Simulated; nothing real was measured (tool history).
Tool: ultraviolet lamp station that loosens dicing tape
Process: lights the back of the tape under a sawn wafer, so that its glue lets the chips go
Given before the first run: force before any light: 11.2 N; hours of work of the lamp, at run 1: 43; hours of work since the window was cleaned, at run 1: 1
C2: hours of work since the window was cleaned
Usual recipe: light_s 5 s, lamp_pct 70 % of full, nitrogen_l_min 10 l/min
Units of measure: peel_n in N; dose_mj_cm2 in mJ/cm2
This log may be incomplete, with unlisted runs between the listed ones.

run 1 hour=0 | light_s=5 lamp_pct=70 nitrogen_l_min=10 | hours_of_work_of_the_lamp=43 C2=1 | peel_n=0.42 dose_mj_cm2=402
run 2 hour=14.3 | light_s=5 lamp_pct=70 nitrogen_l_min=10 | hours_of_work_of_the_lamp=51 C2=10 | peel_n=0.453 dose_mj_cm2=400
run 3 hour=29.7 | light_s=5 lamp_pct=93 nitrogen_l_min=10 | hours_of_work_of_the_lamp=60 C2=18 | peel_n=0.223 dose_mj_cm2=532
run 4 hour=41.1 | light_s=5 lamp_pct=93 nitrogen_l_min=10 | hours_of_work_of_the_lamp=66 C2=25 | peel_n=0.24 dose_mj_cm2=532
run 5 hour=55.2 | light_s=5 lamp_pct=70 nitrogen_l_min=19 | hours_of_work_of_the_lamp=74 C2=33 | peel_n=0.289 dose_mj_cm2=395
run 6 hour=68.5 | light_s=5 lamp_pct=70 nitrogen_l_min=19 | hours_of_work_of_the_lamp=82 C2=41 | peel_n=0.29 dose_mj_cm2=398
run 7 hour=80.4 | light_s=5 lamp_pct=70 nitrogen_l_min=10 | hours_of_work_of_the_lamp=89 C2=48 | peel_n=0.481 dose_mj_cm2=395
run 8 hour=88.8 | light_s=5 lamp_pct=70 nitrogen_l_min=10 | hours_of_work_of_the_lamp=94 C2=52 | peel_n=0.468 dose_mj_cm2=387
run 9 hour=95.6 | light_s=5 lamp_pct=70 nitrogen_l_min=10 | hours_of_work_of_the_lamp=98 C2=56 | peel_n=0.464 dose_mj_cm2=388
run 10 hour=106.4 | light_s=5 lamp_pct=70 nitrogen_l_min=10 | hours_of_work_of_the_lamp=104 C2=62 | peel_n=0.49 dose_mj_cm2=390
run 11 hour=119.7 | light_s=6 lamp_pct=98 nitrogen_l_min=10 | hours_of_work_of_the_lamp=111 C2=70 | peel_n=0.172 dose_mj_cm2=654
run 12 hour=131 | light_s=3 lamp_pct=65 nitrogen_l_min=12 | hours_of_work_of_the_lamp=118 C2=77 | peel_n=1.619 dose_mj_cm2=215
run 13 hour=138 | light_s=3 lamp_pct=61 nitrogen_l_min=3 | hours_of_work_of_the_lamp=122 C2=81 | peel_n=3.563 dose_mj_cm2=199
run 14 hour=145.1 | light_s=5 lamp_pct=84 nitrogen_l_min=15 | hours_of_work_of_the_lamp=126 C2=85 | peel_n=0.24 dose_mj_cm2=456
run 15 hour=158.9 | light_s=5 lamp_pct=84 nitrogen_l_min=15 | hours_of_work_of_the_lamp=134 C2=93 | peel_n=0.24 dose_mj_cm2=462
run 16 hour=173 | light_s=9 lamp_pct=84 nitrogen_l_min=15 | hours_of_work_of_the_lamp=142 C2=101 | peel_n=0.137 dose_mj_cm2=810
run 17 hour=183.2 | light_s=9 lamp_pct=99 nitrogen_l_min=15 | hours_of_work_of_the_lamp=148 C2=107 | peel_n=0.14 dose_mj_cm2=962
run 18 hour=192 | light_s=9 lamp_pct=99 nitrogen_l_min=15 | hours_of_work_of_the_lamp=153 C2=112 | peel_n=0.136 dose_mj_cm2=955
run 19 hour=205.9 | light_s=2 lamp_pct=64 nitrogen_l_min=9 | hours_of_work_of_the_lamp=161 C2=120 | peel_n=3.508 dose_mj_cm2=139

For some of the steps in peel_n from one run to the next: how much would appear even if the tool had no hidden state, given the settings, what came in and random variation, and how much remains for the hidden state plus any gauge scatter that the measured result and the result without hidden state don't share?
Hidden state present: lamp's light, % of a new lamp's; light that the window lets through, % of a clean one's; drift of the gauge itself on peel_n, %; drift of the gauge itself on dose_mj_cm2, %.
Run 18 -> 19: light_s 9 -> 2, lamp_pct 99 -> 64, nitrogen_l_min 15 -> 9. peel_n +3.372 N: hidden state +0.364, all else +3.008.
